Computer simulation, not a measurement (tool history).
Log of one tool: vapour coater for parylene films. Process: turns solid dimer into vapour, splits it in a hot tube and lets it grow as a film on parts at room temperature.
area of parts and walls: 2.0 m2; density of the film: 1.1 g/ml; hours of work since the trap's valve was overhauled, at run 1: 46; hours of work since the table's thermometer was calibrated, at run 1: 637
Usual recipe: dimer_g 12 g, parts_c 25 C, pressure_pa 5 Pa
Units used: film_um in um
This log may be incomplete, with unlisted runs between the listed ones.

run   hour  dimer_g  parts_c  pressure_pa  hours of work since the trap's valve was overhauled  hours of work since the table's thermometer was calibrated  film_um
  1      0       12       25            5                                                   46                                                         637     2.99
  2   35.1       12       25            5                                                   76                                                         667     2.93
  3   67.7       12       25            5                                                  104                                                         695     2.89
  4   90.5       16       25            5                                                  124                                                         715     3.82
  5  111.8       16       25            5                                                  142                                                         733     3.78
  6  128.8       16       25            5                                                  156                                                         748     3.76
  7  165.5        6       25            5                                                  188                                                         779     1.38
  8  195.2        6       25            5                                                  214                                                         805     1.39
     198.9  -- table's thermometer calibrated
     217.2  -- trap's valve overhauled
  9    218       12       25            5                                                    1                                                          13     3.14
 10  239.8       12       25            5                                                   19                                                          32     3.12
 11  260.5       12       25            5                                                   37                                                          50     3.08
 12  293.4       12       25            5                                                   65                                                          78     3.09
 13  327.8       12       25            5                                                   95                                                         107     2.97
 14  357.9       12       25            5                                                  121                                                         133     2.88
     379.2  -- table's thermometer calibrated, once more
 15    389       12       21            5                                                  147                                                           8     3.15
 16  417.4       18       19         5.24                                                  171                                                          33     4.77
 17  457.5       12       19         9.85                                                  206                                                          67     2.83
 18  474.9        8       36         8.87                                                  220                                                          82     1.27
     487.9  -- trap's valve overhauled
 19  513.9       13       23         2.25                                                   22                                                         112     3.89
 20  547.8        8       23        11.84                                                   51                                                         141     1.83
 21  572.1       10       25            5                                                   72                                                         162     2.47
 22  599.6        8       19            5                                                   96                                                         186      2.2
 23  617.3        8       19            5                                                  111                                                         201     2.22
 24  633.5       18       26        10.24                                                  125                                                         215     3.75
 25  671.3       15       25         9.55                                                  157                                                         247     3.25
 26  698.2       15       25         9.55                                                  181                                                         271     3.09
 27  720.1       15       25         9.55                                                  199                                                         289     3.08
 28  739.9        5       31         5.17                                                  216                                                         306     0.98
     759.3  -- trap's valve overhauled
 29  777.5        8       27         4.32                                                   16                                                         335        2

Below are 3 alternative next runs, each starting from the tool's condition after run 29. Predict each:
  A  804.8        6       24          4.9                                                   39                                                         359        ?
  B  804.8       12       21         6.16                                                   39                                                         359        ?
  C  804.8       12       21         3.27                                                   39                                                         359        ?

run  film_um
  A     1.54
  B     3.22
  C     3.47
With the hidden condition removed and each run's random variation left untouched, the same runs would have given:
run  film_um
  A     1.55
  B     3.25
  C     3.51
